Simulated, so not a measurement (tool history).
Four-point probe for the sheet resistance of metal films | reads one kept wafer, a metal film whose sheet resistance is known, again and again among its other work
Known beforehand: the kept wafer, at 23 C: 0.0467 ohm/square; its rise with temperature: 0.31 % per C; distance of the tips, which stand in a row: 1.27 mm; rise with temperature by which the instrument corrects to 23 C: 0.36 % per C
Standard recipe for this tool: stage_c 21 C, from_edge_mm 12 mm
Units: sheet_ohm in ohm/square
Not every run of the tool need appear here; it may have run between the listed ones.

run 1 hour=0.0 | stage_c=21 from_edge_mm=12 | sheet_ohm=0.046927
run 2 hour=42.6 | stage_c=21 from_edge_mm=12 | sheet_ohm=0.046927
run 3 hour=102.1 | stage_c=33 from_edge_mm=12 | sheet_ohm=0.046619
run 4 hour=150.3 | stage_c=21 from_edge_mm=43 | sheet_ohm=0.046647
run 5 hour=195.4 | stage_c=21 from_edge_mm=12 | sheet_ohm=0.046925
run 6 hour=250.0 | stage_c=21 from_edge_mm=12 | sheet_ohm=0.046890
run 7 hour=293.1 | stage_c=26 from_edge_mm=12 | sheet_ohm=0.046771
run 8 hour=335.2 | stage_c=19 from_edge_mm=12 | sheet_ohm=0.046917

Predict the results of run 9:
run 9 hour=398.0 | stage_c=35 from_edge_mm=61 | sheet_ohm=?

{"run 9": {"sheet_ohm": 0.046252}}
Were there no unlogged condition in the tool, this run, its random variation unchanged, would have produced sheet_ohm 0.046407 ohm/square.
